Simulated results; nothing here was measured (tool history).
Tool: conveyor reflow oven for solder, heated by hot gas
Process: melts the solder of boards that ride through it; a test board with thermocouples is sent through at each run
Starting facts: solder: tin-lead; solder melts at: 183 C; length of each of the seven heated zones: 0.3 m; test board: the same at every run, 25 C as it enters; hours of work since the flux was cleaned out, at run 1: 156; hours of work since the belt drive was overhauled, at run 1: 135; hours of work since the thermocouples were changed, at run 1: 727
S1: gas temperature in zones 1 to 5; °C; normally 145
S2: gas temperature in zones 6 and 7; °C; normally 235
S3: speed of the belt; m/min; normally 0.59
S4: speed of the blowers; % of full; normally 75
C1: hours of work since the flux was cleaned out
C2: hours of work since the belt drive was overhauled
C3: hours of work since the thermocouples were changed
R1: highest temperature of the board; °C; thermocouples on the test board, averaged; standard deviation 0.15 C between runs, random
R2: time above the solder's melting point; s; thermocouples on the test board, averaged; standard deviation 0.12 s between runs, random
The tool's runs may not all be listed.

run 1 hour=0 | S1=145 S2=235 S3=0.59 S4=75 | C1=156 C2=135 C3=727 | R1=218.9 R2=49.4
run 2 hour=10.2 | S1=145 S2=235 S3=0.59 S4=75 | C1=162 C2=140 C3=733 | R1=218.8 R2=49.2
run 3 hour=16.6 | S1=145 S2=235 S3=0.59 S4=61 | C1=165 C2=144 C3=737 | R1=215.8 R2=46.6
run 4 hour=23.5 | S1=145 S2=235 S3=0.59 S4=61 | C1=169 C2=148 C3=741 | R1=215.6 R2=46.5
run 5 hour=35.8 | S1=145 S2=235 S3=0.59 S4=61 | C1=176 C2=155 C3=748 | R1=215.5 R2=46.6
run 6 hour=43.7 | S1=145 S2=235 S3=0.59 S4=61 | C1=181 C2=160 C3=752 | R1=215.4 R2=46.2
run 7 hour=54.7 | S1=145 S2=235 S3=0.59 S4=61 | C1=187 C2=166 C3=759 | R1=215.4 R2=46.5
run 8 hour=61.7 | S1=145 S2=235 S3=0.59 S4=75 | C1=191 C2=170 C3=763 | R1=218.9 R2=48.9
run 9 hour=72.2 | S1=145 S2=235 S3=0.59 S4=75 | C1=197 C2=176 C3=769 | R1=219 R2=49.4
run 10 hour=82.8 | S1=145 S2=235 S3=0.59 S4=75 | C1=203 C2=182 C3=775 | R1=218.6 R2=49.1
run 11 hour=91 | S1=145 S2=235 S3=0.59 S4=75 | C1=208 C2=187 C3=780 | R1=218.6 R2=49.1
run 12 hour=97.3 | S1=145 S2=235 S3=0.59 S4=75 | C1=212 C2=191 C3=783 | R1=218.7 R2=49.2
run 13 hour=103.1 | S1=145 S2=235 S3=0.59 S4=75 | C1=215 C2=194 C3=787 | R1=218.8 R2=49.2
run 14 hour=115 | S1=145 S2=235 S3=0.59 S4=60 | C1=222 C2=201 C3=794 | R1=214.9 R2=46.2
run 15 hour=123.2 | S1=145 S2=235 S3=0.59 S4=60 | C1=227 C2=206 C3=798 | R1=215 R2=45.9
run 16 hour=133.4 | S1=145 S2=235 S3=0.59 S4=60 | C1=233 C2=212 C3=804 | R1=215.1 R2=45.9
run 17 hour=146 | S1=145 S2=235 S3=0.59 S4=52 | C1=240 C2=219 C3=811 | R1=212.3 R2=43.4
run 18 hour=159.1 | S1=150 S2=233 S3=0.549 S4=56 | C1=247 C2=226 C3=819 | R1=215.2 R2=51.9
-- hour=172.2 flux residue cleaned out of gas plates and filters
run 19 hour=176.2 | S1=145 S2=224 S3=0.59 S4=58 | C1=2 C2=233 C3=826 | R1=206.4 R2=39.8
run 20 hour=183.7 | S1=138 S2=235 S3=0.59 S4=56 | C1=7 C2=238 C3=830 | R1=213.5 R2=42.9
run 21 hour=197.2 | S1=153 S2=223 S3=0.59 S4=75 | C1=14 C2=245 C3=838 | R1=211 R2=47.5
run 22 hour=206 | S1=153 S2=223 S3=0.59 S4=75 | C1=19 C2=250 C3=843 | R1=210.6 R2=47.5
run 23 hour=211.8 | S1=134 S2=243 S3=0.658 S4=83 | C1=23 C2=254 C3=846 | R1=223.8 R2=43.9
run 24 hour=218.9 | S1=134 S2=243 S3=0.658 S4=83 | C1=27 C2=258 C3=851 | R1=224.1 R2=43.7
run 25 hour=225.5 | S1=134 S2=243 S3=0.658 S4=83 | C1=31 C2=262 C3=854 | R1=223.7 R2=43.4
run 26 hour=238.1 | S1=148 S2=231 S3=0.481 S4=72 | C1=38 C2=269 C3=862 | R1=221 R2=64.2
run 27 hour=250.2 | S1=132 S2=235 S3=0.536 S4=75 | C1=45 C2=276 C3=869 | R1=220.8 R2=51.9
run 28 hour=258.5 | S1=147 S2=230 S3=0.522 S4=54 | C1=50 C2=281 C3=873 | R1=214.1 R2=52.9
run 29 hour=264.4 | S1=145 S2=235 S3=0.59 S4=89 | C1=53 C2=284 C3=877 | R1=222.2 R2=51.7
run 30 hour=273.9 | S1=145 S2=231 S3=0.684 S4=75 | C1=59 C2=290 C3=882 | R1=211.8 R2=38

Below are 3 alternative next runs, each starting from the tool's condition after run 30. Predict each:
run A hour=285.9 | S1=137 S2=231 S3=0.514 S4=55 | C1=66 C2=297 C3=889 | R1=? R2=?
run B hour=285.9 | S1=145 S2=231 S3=0.523 S4=75 | C1=66 C2=297 C3=889 | R1=? R2=?
run C hour=285.9 | S1=145 S2=248 S3=0.684 S4=75 | C1=66 C2=297 C3=889 | R1=? R2=?

run=A R1=213.7 R2=50.2
run=B R1=219.1 R2=56.7
run=C R1=226.4 R2=45.7
Stripped of hidden state, with their random variation kept, the same runs would have yielded:
run=A R1=215.4 R2=51.2
run=B R1=220.9 R2=57.4
run=C R1=228.3 R2=46.3
